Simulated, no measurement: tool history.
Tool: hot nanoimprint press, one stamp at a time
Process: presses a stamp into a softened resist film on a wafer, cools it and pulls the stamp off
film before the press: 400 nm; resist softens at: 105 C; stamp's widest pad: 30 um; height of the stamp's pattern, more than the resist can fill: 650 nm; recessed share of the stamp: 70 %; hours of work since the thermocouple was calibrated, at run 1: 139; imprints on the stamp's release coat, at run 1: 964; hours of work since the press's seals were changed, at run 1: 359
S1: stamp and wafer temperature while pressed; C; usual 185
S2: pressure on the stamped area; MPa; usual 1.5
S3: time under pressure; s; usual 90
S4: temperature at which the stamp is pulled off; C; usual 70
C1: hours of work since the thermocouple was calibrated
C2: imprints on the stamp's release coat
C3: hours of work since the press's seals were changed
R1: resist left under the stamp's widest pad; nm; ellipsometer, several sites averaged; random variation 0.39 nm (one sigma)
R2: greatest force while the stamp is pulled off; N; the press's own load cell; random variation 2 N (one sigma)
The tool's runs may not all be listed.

run	day	S1	S2	S3	S4	C1	C2	C3	R1	R2
1	0	185	1.5	90	70	139	964	359	198.6	137
# day 0.896: stamp cleaned and given a new release coat
2	0.95	185	1.5	90	70	149	2	369	197.3	134
3	1.383	185	1.5	90	70	156	23	376	197.9	133
4	2.017	195	1.5	90	70	165	53	385	159.9	135
5	2.5	185	1.5	90	70	172	76	392	198.6	136
6	3.229	185	1.5	90	70	183	111	403	199.1	134
7	3.596	185	1.5	90	70	189	128	409	199.9	134
8	4.258	185	1.5	179	70	198	160	418	156.8	132
9	4.712	185	1.5	90	70	205	182	425	200.1	132
10	5.35	185	1.5	90	70	214	212	434	200.3	136
11	5.983	185	1.5	90	70	224	242	444	200.9	132
12	6.638	185	1.5	90	70	233	273	453	201.1	135
13	7.4	185	1.5	90	70	245	310	465	201.6	133
# day 8.104: gauge calibrated
14	8.188	193	1.5	90	70	256	348	476	166.2	137
15	8.892	193	1.5	90	70	267	381	487	166.7	134
16	9.462	193	1.5	97	70	275	408	495	162.3	133
17	10.158	193	1.93	97	75	286	441	506	142.2	127
18	10.708	193	1.93	97	75	294	468	514	143.2	130
19	11.529	186	1.5	90	70	306	507	526	195.6	136
20	12.396	178	2.35	90	77	319	548	539	189.8	129
21	13.038	185	0.93	90	72	328	579	548	247.9	133
22	13.779	185	0.93	90	72	339	614	559	248.6	132
# day 14.475: plate thermocouple calibrated
23	14.479	185	1.5	47	70	0	642	568	248.1	135
24	15.075	185	1.57	47	76	9	670	576	242.8	126
25	15.638	185	2.21	90	70	17	697	585	166.1	135
26	16.433	185	2.21	90	70	29	735	597	166.8	132
27	16.975	189	1.08	72	72	37	761	605	233	131
28	17.462	195	1.08	114	72	44	784	612	177.4	133
29	18.333	185	1.05	90	70	57	826	625	239.2	133

4 ways to go on from here, each from the tool as it stands after run 29. What would each give?
A	19.083	196	1.5	90	70	68	861	636	?	?
B	19.083	185	2.16	96	73	68	861	636	?	?
C	19.083	193	1.5	117	60	68	861	636	?	?
D	19.083	185	2.11	90	70	68	861	636	?	?

run	R1	R2
A	161.4	134
B	166.4	136
C	155.7	143
D	172	133
Without the tool's hidden state the same runs would have given:
run	R1	R2
A	156.3	133
B	161.1	135
C	150.8	142
D	166.5	133
